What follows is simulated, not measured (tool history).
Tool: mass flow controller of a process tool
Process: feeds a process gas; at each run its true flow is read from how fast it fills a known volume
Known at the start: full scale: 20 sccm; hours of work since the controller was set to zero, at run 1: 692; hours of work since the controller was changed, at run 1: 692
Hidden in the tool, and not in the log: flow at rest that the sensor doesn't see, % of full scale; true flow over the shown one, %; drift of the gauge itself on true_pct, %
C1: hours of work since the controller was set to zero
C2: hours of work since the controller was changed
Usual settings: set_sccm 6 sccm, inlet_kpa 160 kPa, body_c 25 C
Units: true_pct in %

run 1 day=0.000 | set_sccm=6 inlet_kpa=160 body_c=25 | C1=692 C2=692 | true_pct=99.82
run 2 day=6.188 | set_sccm=6 inlet_kpa=160 body_c=25 | C1=769 C2=769 | true_pct=99.84
run 3 day=11.362 | set_sccm=6 inlet_kpa=160 body_c=25 | C1=834 C2=834 | true_pct=99.81
run 4 day=18.304 | set_sccm=6 inlet_kpa=160 body_c=25 | C1=921 C2=921 | true_pct=99.95
run 5 day=21.204 | set_sccm=6 inlet_kpa=160 body_c=25 | C1=957 C2=957 | true_pct=99.96
run 6 day=24.604 | set_sccm=5 inlet_kpa=160 body_c=25 | C1=1000 C2=1000 | true_pct=100.13
run 7 day=31.058 | set_sccm=5 inlet_kpa=160 body_c=25 | C1=1081 C2=1081 | true_pct=99.96
run 8 day=34.954 | set_sccm=5 inlet_kpa=160 body_c=25 | C1=1129 C2=1129 | true_pct=100.07
run 9 day=38.067 | set_sccm=5 inlet_kpa=160 body_c=25 | C1=1168 C2=1168 | true_pct=100.06
run 10 day=44.212 | set_sccm=6 inlet_kpa=160 body_c=25 | C1=1245 C2=1245 | true_pct=100.17
run 11 day=48.742 | set_sccm=6 inlet_kpa=160 body_c=25 | C1=1302 C2=1302 | true_pct=100.25
run 12 day=55.771 | set_sccm=6 inlet_kpa=160 body_c=25 | C1=1390 C2=1390 | true_pct=100.28
run 13 day=61.092 | set_sccm=6 inlet_kpa=160 body_c=34 | C1=1456 C2=1456 | true_pct=99.70
run 14 day=65.838 | set_sccm=3 inlet_kpa=160 body_c=25 | C1=1516 C2=1516 | true_pct=100.65
run 15 day=71.575 | set_sccm=6 inlet_kpa=160 body_c=25 | C1=1588 C2=1588 | true_pct=100.40
run 16 day=76.108 | set_sccm=6 inlet_kpa=160 body_c=25 | C1=1644 C2=1644 | true_pct=100.32
run 17 day=79.596 | set_sccm=6 inlet_kpa=160 body_c=25 | C1=1688 C2=1688 | true_pct=100.41
run 18 day=86.396 | set_sccm=9 inlet_kpa=160 body_c=25 | C1=1773 C2=1773 | true_pct=100.51
run 19 day=90.288 | set_sccm=17 inlet_kpa=160 body_c=25 | C1=1822 C2=1822 | true_pct=100.87
run 20 day=93.775 | set_sccm=7 inlet_kpa=146 body_c=36 | C1=1865 C2=1865 | true_pct=99.86
run 21 day=97.838 | set_sccm=6 inlet_kpa=160 body_c=38 | C1=1916 C2=1916 | true_pct=99.81
run 22 day=103.900 | set_sccm=6 inlet_kpa=192 body_c=25 | C1=1992 C2=1992 | true_pct=100.45
run 23 day=110.225 | set_sccm=6 inlet_kpa=153 body_c=25 | C1=2071 C2=2071 | true_pct=100.76
run 24 day=113.825 | set_sccm=6 inlet_kpa=153 body_c=25 | C1=2116 C2=2116 | true_pct=100.65
run 25 day=120.017 | set_sccm=6 inlet_kpa=153 body_c=25 | C1=2194 C2=2194 | true_pct=100.76
run 26 day=126.217 | set_sccm=4 inlet_kpa=153 body_c=28 | C1=2271 C2=2271 | true_pct=100.96
run 27 day=130.758 | set_sccm=4 inlet_kpa=153 body_c=28 | C1=2328 C2=2328 | true_pct=100.85
run 28 day=136.558 | set_sccm=4 inlet_kpa=153 body_c=28 | C1=2401 C2=2401 | true_pct=100.90
run 29 day=141.658 | set_sccm=4 inlet_kpa=148 body_c=21 | C1=2465 C2=2465 | true_pct=101.36
run 30 day=145.542 | set_sccm=4 inlet_kpa=148 body_c=25 | C1=2513 C2=2513 | true_pct=101.07

Forecast each of these 3 alternatives for the next run:
run A day=150.733 | set_sccm=5 inlet_kpa=148 body_c=39 | C1=2578 C2=2578 | true_pct=?
run B day=150.733 | set_sccm=6 inlet_kpa=242 body_c=30 | C1=2578 C2=2578 | true_pct=?
run C day=150.733 | set_sccm=3 inlet_kpa=176 body_c=31 | C1=2578 C2=2578 | true_pct=?

run=A true_pct=100.38
run=B true_pct=100.52
run=C true_pct=101.22
Without the tool's hidden state the same runs would have given:
run=A true_pct=98.47
run=B true_pct=98.76
run=C true_pct=98.73

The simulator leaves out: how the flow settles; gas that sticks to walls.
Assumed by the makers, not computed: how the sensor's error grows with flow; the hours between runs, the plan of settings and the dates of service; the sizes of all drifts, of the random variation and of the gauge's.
